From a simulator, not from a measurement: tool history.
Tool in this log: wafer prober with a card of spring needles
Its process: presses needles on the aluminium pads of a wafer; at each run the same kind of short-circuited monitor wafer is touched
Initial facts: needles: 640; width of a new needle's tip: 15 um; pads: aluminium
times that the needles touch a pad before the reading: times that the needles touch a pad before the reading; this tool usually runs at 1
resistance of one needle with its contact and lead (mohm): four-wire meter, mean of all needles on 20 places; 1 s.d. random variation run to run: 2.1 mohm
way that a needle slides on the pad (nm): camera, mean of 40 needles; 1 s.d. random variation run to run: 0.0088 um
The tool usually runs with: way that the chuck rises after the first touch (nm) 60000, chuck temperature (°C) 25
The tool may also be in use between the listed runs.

run    hour  way that the chuck rises after the first touch (nm)  chuck temperature (°C)  times that the needles touch a pad before the reading  resistance of one needle with its contact and lead (mohm)  way that a needle slides on the pad (nm)
  1     0.0                                                60000                      25                                                      1                                                        345                                      7224
        4.1  -- tips cleaned on abrasive film
       38.3  -- tips cleaned on abrasive film
  2    42.8                                                60000                      25                                                      1                                                        295                                      7231
       73.1  -- tips cleaned on abrasive film
  3    76.0                                                60000                      25                                                      1                                                        268                                      7210
      110.1  -- tips cleaned on abrasive film
  4   112.6                                                70000                      25                                                      1                                                        264                                      8424
      144.2  -- tips cleaned on abrasive film
  5   153.0                                                70000                      25                                                      1                                                        296                                      8413
  6   174.6                                                70000                      25                                                      1                                                        316                                      8415
      179.9  -- tips cleaned on abrasive film
  7   210.3                                                70000                      25                                                      1                                                        318                                      8409
      216.4  -- tips cleaned on abrasive film
      221.1  -- height of the first contact set anew
  8   231.8                                                70000                      25                                                      1                                                        311                                      8470
      251.7  -- tips cleaned on abrasive film
  9   265.5                                                60000                      25                                                      1                                                        332                                      7271
      286.5  -- tips cleaned on abrasive film
 10   291.3                                                60000                     121                                                      1                                                        305                                      7256
 11   315.0                                                60000                     121                                                      2                                                        321                                      7254
      321.2  -- tips cleaned on abrasive film
 12   336.6                                                60000                     121                                                      2                                                        318                                      7228
      356.3  -- tips cleaned on abrasive film
 13   377.0                                                60000                     121                                                      2                                                        322                                      7217
      391.8  -- tips cleaned on abrasive film
 14   417.7                                                60000                     121                                                      2                                                        322                                      7224
      427.2  -- tips cleaned on abrasive film
 15   454.7                                                60000                     121                                                      2                                                        319                                      7229
      464.0  -- tips cleaned on abrasive film
 16   491.5                                                60000                     121                                                      2                                                        322                                      7204
      499.7  -- tips cleaned on abrasive film
 17   528.6                                                60000                      74                                                      1                                                        354                                      7196
      534.9  -- tips cleaned on abrasive film
 18   551.0                                                60000                      74                                                      1                                                        345                                      7214
      570.9  -- tips cleaned on abrasive film
 19   582.5                                                43000                     100                                                      1                                                        432                                      5139
      608.1  -- tips cleaned on abrasive film
 20   622.6                                                78000                      25                                                      2                                                        266                                      9372
      641.8  -- tips cleaned on abrasive film
 21   641.8                                                46000                      61                                                      1                                                        265                                      5483
      657.9  -- height of the first contact set anew
      677.3  -- tips cleaned on abrasive film
 22   683.9                                                55000                      60                                                      1                                                        333                                      6655
      711.8  -- tips cleaned on abrasive film
 23   717.0                                                41000                      41                                                      2                                                        326                                      4943
 24   744.9                                                41000                      41                                                      2                                                        387                                      4965
      748.2  -- tips cleaned on abrasive film
      783.0  -- tips cleaned on abrasive film
 25   783.0                                                41000                      41                                                      2                                                        263                                      4937
      819.2  -- tips cleaned on abrasive film
 26   825.8                                                60000                     111                                                      2                                                        299                                      7239
      853.5  -- tips cleaned on abrasive film
 27   854.3                                                60000                     106                                                      2                                                        269                                      7225
      890.9  -- tips cleaned on abrasive film
 28   891.5                                                42000                      28                                                      1                                                        282                                      5035
      924.7  -- tips cleaned on abrasive film
 29   933.7                                                60000                      28                                                      1                                                        330                                      7214
      960.8  -- tips cleaned on abrasive film
 30   975.7                                                60000                      28                                                      1                                                        339                                      7226
      996.0  -- tips cleaned on abrasive film
 31  1010.0                                                62000                      32                                                      2                                                        292                                      7434
     1031.4  -- tips cleaned on abrasive film
 32  1048.4                                                62000                      32                                                      2                                                        301                                      7436

Below are 5 alternative next runs, each starting from the tool's condition after run 32. Predict each:
     1068.8  -- tips cleaned on abrasive film
  A  1078.3                                                43000                      25                                                      2                                                          ?                                         ?
     1068.8  -- tips cleaned on abrasive film
  B  1078.3                                                69000                      68                                                      1                                                          ?                                         ?
     1068.8  -- tips cleaned on abrasive film
  C  1078.3                                                51000                      73                                                      1                                                          ?                                         ?
     1068.8  -- tips cleaned on abrasive film
  D  1078.3                                                43000                     113                                                      2                                                          ?                                         ?
     1068.8  -- tips cleaned on abrasive film
  E  1078.3                                                53000                      40                                                      1                                                          ?                                         ?

run  resistance of one needle with its contact and lead (mohm)  way that a needle slides on the pad (nm)
  A                                                        344                                      5143
  B                                                        309                                      8268
  C                                                        367                                      6101
  D                                                        359                                      5145
  E                                                        355                                      6346
Without the tool's hidden state the same runs would have given:
run  resistance of one needle with its contact and lead (mohm)  way that a needle slides on the pad (nm)
  A                                                        240                                      5217
  B                                                        242                                      8342
  C                                                        250                                      6175
  D                                                        267                                      5219
  E                                                        240                                      6420

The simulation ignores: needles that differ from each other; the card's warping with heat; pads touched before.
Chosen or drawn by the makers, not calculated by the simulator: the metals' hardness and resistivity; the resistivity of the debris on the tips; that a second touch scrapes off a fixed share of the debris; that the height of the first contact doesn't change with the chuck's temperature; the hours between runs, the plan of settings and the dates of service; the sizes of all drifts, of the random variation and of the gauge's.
